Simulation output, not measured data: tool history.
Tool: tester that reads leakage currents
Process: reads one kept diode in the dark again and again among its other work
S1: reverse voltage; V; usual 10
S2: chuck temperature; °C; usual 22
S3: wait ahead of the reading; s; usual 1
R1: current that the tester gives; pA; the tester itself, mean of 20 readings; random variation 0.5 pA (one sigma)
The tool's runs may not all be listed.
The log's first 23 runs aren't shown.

run 24 hour=663.2 | S1=10 S2=58 S3=0.66 | R1=3930.9
run 25 hour=681.5 | S1=10 S2=58 S3=0.66 | R1=3963.28
run 26 hour=702.3 | S1=10 S2=58 S3=0.66 | R1=3973.9
run 27 hour=745.5 | S1=1.1 S2=47 S3=0.76 | R1=530.38
run 28 hour=766.5 | S1=1.1 S2=47 S3=0.76 | R1=530.15
run 29 hour=804.4 | S1=4.7 S2=32 S3=0.41 | R1=320.98
run 30 hour=839.2 | S1=2.3 S2=53 S3=1 | R1=1269.74
run 31 hour=882 | S1=2.3 S2=38 S3=1.07 | R1=371.49
run 32 hour=921 | S1=1.5 S2=26 S3=0.55 | R1=103.83
run 33 hour=956.5 | S1=10 S2=22 S3=1.67 | R1=198.94
run 34 hour=984.5 | S1=10 S2=22 S3=1.67 | R1=200.1
run 35 hour=1027.1 | S1=10 S2=22 S3=0.33 | R1=202.02
run 36 hour=1064.7 | S1=20 S2=25 S3=1.55 | R1=384.93
run 37 hour=1093.6 | S1=5.7 S2=27 S3=0.42 | R1=234.64
run 38 hour=1125.6 | S1=2.4 S2=33 S3=1.11 | R1=254.42
run 39 hour=1170.3 | S1=5.2 S2=40 S3=0.43 | R1=694.7
run 40 hour=1208.5 | S1=2.4 S2=40 S3=2.25 | R1=464.05

Forecast each of these 4 alternatives for the next run:
run A hour=1238.1 | S1=3.4 S2=21 S3=5.04 | R1=?
run B hour=1238.1 | S1=1.4 S2=22 S3=1 | R1=?
run C hour=1238.1 | S1=4.8 S2=22 S3=9.86 | R1=?
run D hour=1238.1 | S1=10 S2=32 S3=1 | R1=?

run=A R1=103.95
run=B R1=71.57
run=C R1=138.3
run=D R1=499.59
Without the tool's hidden state the same runs would have given:
run=A R1=85.43
run=B R1=59.8
run=C R1=113.49
run=D R1=421.59
